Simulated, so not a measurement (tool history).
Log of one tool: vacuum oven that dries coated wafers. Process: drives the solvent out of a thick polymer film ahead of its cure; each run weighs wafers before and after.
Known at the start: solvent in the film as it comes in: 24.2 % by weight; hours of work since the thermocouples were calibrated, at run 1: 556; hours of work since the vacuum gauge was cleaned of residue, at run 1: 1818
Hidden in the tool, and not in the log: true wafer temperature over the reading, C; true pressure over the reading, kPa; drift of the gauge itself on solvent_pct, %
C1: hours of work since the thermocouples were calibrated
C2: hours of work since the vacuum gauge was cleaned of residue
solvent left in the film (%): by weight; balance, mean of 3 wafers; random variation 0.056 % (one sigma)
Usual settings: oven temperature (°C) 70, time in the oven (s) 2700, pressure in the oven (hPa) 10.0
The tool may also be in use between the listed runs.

Run 1, hour 0.0: usual settings; C1 556; C2 1818. Result: solvent left in the film (%) 3.06.
Run 2, hour 66.2: usual settings; C1 590; C2 1852. Result: solvent left in the film (%) 3.06.
Run 3, hour 142.1: usual settings but pressure in the oven (hPa) 12.1; C1 630; C2 1892. Result: solvent left in the film (%) 3.10.
Run 4, hour 200.4: usual settings but pressure in the oven (hPa) 12.1; C1 660; C2 1922. Result: solvent left in the film (%) 3.25.
Run 5, hour 274.2: usual settings but pressure in the oven (hPa) 12.1; C1 699; C2 1960. Result: solvent left in the film (%) 3.13.
Run 6, hour 330.7: usual settings; C1 728; C2 1990. Result: solvent left in the film (%) 3.12.
Run 7, hour 367.3: usual settings; C1 747; C2 2009. Result: solvent left in the film (%) 3.19.
Run 8, hour 414.3: usual settings but pressure in the oven (hPa) 8.5; C1 772; C2 2033. Result: solvent left in the film (%) 3.07.
Run 9, hour 501.2: usual settings but pressure in the oven (hPa) 8.5; C1 817; C2 2079. Result: solvent left in the film (%) 3.14.
Run 10, hour 562.3: usual settings but pressure in the oven (hPa) 8.5; C1 849; C2 2111. Result: solvent left in the film (%) 3.15.
At hour 618.3: oven's thermocouples calibrated.
Run 11, hour 624.6: usual settings but pressure in the oven (hPa) 8.5; C1 3; C2 2142. Result: solvent left in the film (%) 2.24.
Run 12, hour 713.6: usual settings but oven temperature (°C) 77; C1 50; C2 2188. Result: solvent left in the film (%) 0.73.
Run 13, hour 796.9: usual settings but pressure in the oven (hPa) 26.0; C1 93; C2 2232. Result: solvent left in the film (%) 2.90.
Run 14, hour 835.1: usual settings but oven temperature (°C) 60, pressure in the oven (hPa) 26.0; C1 113; C2 2252. Result: solvent left in the film (%) 8.20.
Run 15, hour 877.5: usual settings; C1 135; C2 2274. Result: solvent left in the film (%) 2.46.
Run 16, hour 946.4: usual settings; C1 171; C2 2310. Result: solvent left in the film (%) 2.44.
At hour 968.3: vacuum gauge cleaned of residue and calibrated.
Run 17, hour 1015.7: usual settings but pressure in the oven (hPa) 17.6; C1 206; C2 25. Result: solvent left in the film (%) 2.43.
Run 18, hour 1054.8: usual settings but time in the oven (s) 2640; C1 227; C2 45. Result: solvent left in the film (%) 2.32.
Run 19, hour 1127.3: usual settings but time in the oven (s) 2640; C1 265; C2 83. Result: solvent left in the film (%) 2.36.
Run 20, hour 1175.9: usual settings but time in the oven (s) 2640; C1 290; C2 108. Result: solvent left in the film (%) 2.38.
Run 21, hour 1265.2: usual settings but time in the oven (s) 2640; C1 336; C2 155. Result: solvent left in the film (%) 2.52.
Run 22, hour 1351.5: usual settings but oven temperature (°C) 74; C1 381; C2 200. Result: solvent left in the film (%) 1.14.
Run 23, hour 1441.0: usual settings but oven temperature (°C) 85; C1 428; C2 246. Result: solvent left in the film (%) 0.25.
Run 24, hour 1507.8: usual settings but oven temperature (°C) 85, pressure in the oven (hPa) 5.7; C1 463; C2 281. Result: solvent left in the film (%) 0.18.
Run 25, hour 1564.8: usual settings but oven temperature (°C) 85, pressure in the oven (hPa) 30.8; C1 493; C2 311. Result: solvent left in the film (%) 0.66.
Run 26, hour 1643.0: usual settings but oven temperature (°C) 77, time in the oven (s) 2820, pressure in the oven (hPa) 34.7; C1 533; C2 352. Result: solvent left in the film (%) 1.43.
Run 27, hour 1715.1: usual settings but oven temperature (°C) 73, time in the oven (s) 2040, pressure in the oven (hPa) 26.3; C1 571; C2 389. Result: solvent left in the film (%) 3.05.
Run 28, hour 1765.6: usual settings but oven temperature (°C) 63; C1 597; C2 416. Result: solvent left in the film (%) 5.97.
Run 29, hour 1847.3: usual settings but oven temperature (°C) 55, time in the oven (s) 1740, pressure in the oven (hPa) 21.1; C1 640; C2 458. Result: solvent left in the film (%) 13.48.
Run 30, hour 1933.7: usual settings but oven temperature (°C) 55, time in the oven (s) 1740, pressure in the oven (hPa) 21.1; C1 685; C2 503. Result: solvent left in the film (%) 13.93.
Run 31, hour 1991.4: usual settings but oven temperature (°C) 66, time in the oven (s) 3480; C1 715; C2 533. Result: solvent left in the film (%) 2.98.
Run 32, hour 2056.9: usual settings but oven temperature (°C) 72, time in the oven (s) 1800, pressure in the oven (hPa) 32.0; C1 749; C2 568. Result: solvent left in the film (%) 4.63.
Run 33, hour 2109.5: usual settings but oven temperature (°C) 66, time in the oven (s) 1380, pressure in the oven (hPa) 11.4; C1 777; C2 595. Result: solvent left in the film (%) 9.07.
Run 34, hour 2182.1: usual settings but oven temperature (°C) 66, time in the oven (s) 1380, pressure in the oven (hPa) 11.4; C1 814; C2 633. Result: solvent left in the film (%) 9.13.
Run 35, hour 2253.8: usual settings but oven temperature (°C) 66, time in the oven (s) 1560, pressure in the oven (hPa) 32.1; C1 852; C2 670. Result: solvent left in the film (%) 8.91.
At hour 2306.0: oven's thermocouples calibrated.
Run 36, hour 2337.0: usual settings but oven temperature (°C) 64, time in the oven (s) 1380, pressure in the oven (hPa) 32.1; C1 16; C2 712. Result: solvent left in the film (%) 10.86.
Run 37, hour 2387.2: usual settings but oven temperature (°C) 74, time in the oven (s) 1380, pressure in the oven (hPa) 11.2; C1 42; C2 739. Result: solvent left in the film (%) 4.58.
Run 38, hour 2438.4: usual settings but oven temperature (°C) 65, time in the oven (s) 1500, pressure in the oven (hPa) 11.2; C1 69; C2 765. Result: solvent left in the film (%) 9.03.
Run 39, hour 2490.4: usual settings but oven temperature (°C) 84, time in the oven (s) 2760, pressure in the oven (hPa) 11.5; C1 96; C2 792. Result: solvent left in the film (%) 0.35.
Run 40, hour 2531.5: usual settings but oven temperature (°C) 84, time in the oven (s) 2760, pressure in the oven (hPa) 11.5; C1 118; C2 814. Result: solvent left in the film (%) 0.45.
Run 41, hour 2570.0: usual settings but oven temperature (°C) 67, time in the oven (s) 1500, pressure in the oven (hPa) 14.0; C1 138; C2 834. Result: solvent left in the film (%) 8.20.
Run 42, hour 2661.0: usual settings but oven temperature (°C) 67, time in the oven (s) 4200, pressure in the oven (hPa) 14.0; C1 185; C2 881. Result: solvent left in the film (%) 2.15.
Run 43, hour 2734.9: usual settings but oven temperature (°C) 67, time in the oven (s) 2520, pressure in the oven (hPa) 14.0; C1 224; C2 920. Result: solvent left in the film (%) 4.59.
Run 44, hour 2799.1: usual settings but oven temperature (°C) 67, time in the oven (s) 2520, pressure in the oven (hPa) 14.0; C1 257; C2 953. Result: solvent left in the film (%) 4.71.

Measured less the same run without the tool's hidden state. The same run-to-run variation is in both; the gauge's scatter may not be:
run  solvent left in the film (%)
  1                         +0.58
  2                         +0.60
  3                         +0.63
  4                         +0.65
  5                         +0.70
  6                         +0.69
  7                         +0.72
  8                         +0.73
  9                         +0.77
 10                         +0.80
 11                         -0.13
 12                         +0.05
 13                         -0.09
 14                         -0.21
 15                         -0.05
 16                         -0.03
 17                         -0.21
 18                         -0.20
 19                         -0.18
 20                         -0.16
 21                         -0.14
 22                         -0.06
 23                         +0.00
 24                         +0.01
 25                         +0.01
 26                         +0.01
 27                         +0.02
 28                         +0.04
 29                         +0.07
 30                         +0.10
 31                         +0.12
 32                         +0.15
 33                         +0.19
 34                         +0.23
 35                         +0.26
 36                         +0.26
 37                         +0.26
 38                         +0.31
 39                         +0.05
 40                         +0.06
 41                         +0.38
 42                         +0.28
 43                         +0.42
 44                         +0.46
